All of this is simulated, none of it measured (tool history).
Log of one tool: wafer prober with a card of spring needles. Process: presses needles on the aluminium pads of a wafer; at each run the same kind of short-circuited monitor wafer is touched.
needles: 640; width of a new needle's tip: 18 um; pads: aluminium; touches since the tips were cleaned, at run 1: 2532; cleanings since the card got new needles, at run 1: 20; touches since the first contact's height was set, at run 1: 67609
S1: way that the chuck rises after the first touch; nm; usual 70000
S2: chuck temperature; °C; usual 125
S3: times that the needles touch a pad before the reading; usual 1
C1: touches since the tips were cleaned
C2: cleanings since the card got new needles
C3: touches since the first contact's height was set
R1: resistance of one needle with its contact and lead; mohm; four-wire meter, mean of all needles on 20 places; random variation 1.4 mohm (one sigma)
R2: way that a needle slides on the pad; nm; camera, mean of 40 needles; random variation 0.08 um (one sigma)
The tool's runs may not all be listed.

{"run": 1, "hour": 0.0, "S1": 70000, "S2": 125, "S3": 1, "C1": 2532, "C2": 20, "C3": 67609, "R1": 164, "R2": 8540}
{"hour": 1.3, "done": "tips cleaned on abrasive film"}
{"hour": 7.3, "done": "tips cleaned on abrasive film"}
{"hour": 12.9, "done": "tips cleaned on abrasive film"}
{"run": 2, "hour": 16.5, "S1": 70000, "S2": 125, "S3": 1, "C1": 2096, "C2": 23, "C3": 76985, "R1": 160, "R2": 8560}
{"hour": 17.8, "done": "tips cleaned on abrasive film"}
{"hour": 23.0, "done": "tips cleaned on abrasive film"}
{"hour": 28.7, "done": "tips cleaned on abrasive film"}
{"hour": 34.4, "done": "tips cleaned on abrasive film"}
{"run": 3, "hour": 36.2, "S1": 70000, "S2": 125, "S3": 1, "C1": 1051, "C2": 27, "C3": 88146, "R1": 151, "R2": 8420}
{"hour": 39.4, "done": "tips cleaned on abrasive film"}
{"hour": 44.2, "done": "tips cleaned on abrasive film"}
{"run": 4, "hour": 45.7, "S1": 70000, "S2": 125, "S3": 1, "C1": 878, "C2": 29, "C3": 93536, "R1": 148, "R2": 8400}
{"hour": 49.0, "done": "tips cleaned on abrasive film"}
{"hour": 53.8, "done": "tips cleaned on abrasive film"}
{"run": 5, "hour": 58.0, "S1": 70000, "S2": 116, "S3": 1, "C1": 2412, "C2": 31, "C3": 100538, "R1": 162, "R2": 8470}
{"hour": 59.1, "done": "tips cleaned on abrasive film"}
{"hour": 59.4, "done": "height of the first contact set anew"}
{"hour": 65.2, "done": "tips cleaned on abrasive film"}
{"hour": 70.7, "done": "tips cleaned on abrasive film"}
{"run": 6, "hour": 73.7, "S1": 70000, "S2": 116, "S3": 1, "C1": 1744, "C2": 34, "C3": 8182, "R1": 163, "R2": 8160}
{"hour": 75.7, "done": "tips cleaned on abrasive film"}
{"hour": 81.2, "done": "tips cleaned on abrasive film"}
{"hour": 86.9, "done": "tips cleaned on abrasive film"}
{"hour": 92.7, "done": "tips cleaned on abrasive film"}
{"run": 7, "hour": 93.3, "S1": 75000, "S2": 88, "S3": 1, "C1": 335, "C2": 38, "C3": 19290, "R1": 135, "R2": 8720}
{"hour": 97.6, "done": "tips cleaned on abrasive film"}
{"hour": 103.3, "done": "tips cleaned on abrasive film"}
{"run": 8, "hour": 106.5, "S1": 75000, "S2": 88, "S3": 1, "C1": 1838, "C2": 40, "C3": 26791, "R1": 158, "R2": 8840}
{"hour": 108.9, "done": "tips cleaned on abrasive film"}
{"hour": 114.4, "done": "tips cleaned on abrasive film"}
{"hour": 120.0, "done": "tips cleaned on abrasive film"}
{"run": 9, "hour": 120.2, "S1": 75000, "S2": 88, "S3": 1, "C1": 77, "C2": 43, "C3": 34528, "R1": 128, "R2": 8670}
{"hour": 125.0, "done": "tips cleaned on abrasive film"}
{"hour": 130.1, "done": "tips cleaned on abrasive film"}
{"run": 10, "hour": 130.1, "S1": 55000, "S2": 69, "S3": 1, "C1": 0, "C2": 45, "C3": 40159, "R1": 130, "R2": 6120}
{"hour": 136.0, "done": "tips cleaned on abrasive film"}
{"run": 11, "hour": 140.2, "S1": 55000, "S2": 69, "S3": 1, "C1": 2454, "C2": 46, "C3": 45969, "R1": 193, "R2": 6100}

Forecast each of these 3 alternatives for the next run:
{"hour": 141.5, "done": "tips cleaned on abrasive film"}
{"hour": 147.3, "done": "tips cleaned on abrasive film"}
{"hour": 153.1, "done": "tips cleaned on abrasive film"}
{"run": "A", "hour": 153.9, "S1": 73000, "S2": 34, "S3": 1, "C1": 462, "C2": 49, "C3": 53698, "R1": "?", "R2": "?"}
{"hour": 141.5, "done": "tips cleaned on abrasive film"}
{"hour": 147.3, "done": "tips cleaned on abrasive film"}
{"hour": 153.1, "done": "tips cleaned on abrasive film"}
{"run": "B", "hour": 153.9, "S1": 70000, "S2": 125, "S3": 1, "C1": 462, "C2": 49, "C3": 53698, "R1": "?", "R2": "?"}
{"hour": 141.5, "done": "tips cleaned on abrasive film"}
{"hour": 147.3, "done": "tips cleaned on abrasive film"}
{"hour": 153.1, "done": "tips cleaned on abrasive film"}
{"run": "C", "hour": 153.9, "S1": 52000, "S2": 50, "S3": 2, "C1": 462, "C2": 49, "C3": 53698, "R1": "?", "R2": "?"}

run=A R1=138 R2=8310
run=B R1=150 R2=7930
run=C R1=148 R2=5580
Without the tool's hidden state the same runs would have given:
run=A R1=114 R2=9230
run=B R1=127 R2=8850
run=C R1=119 R2=6490
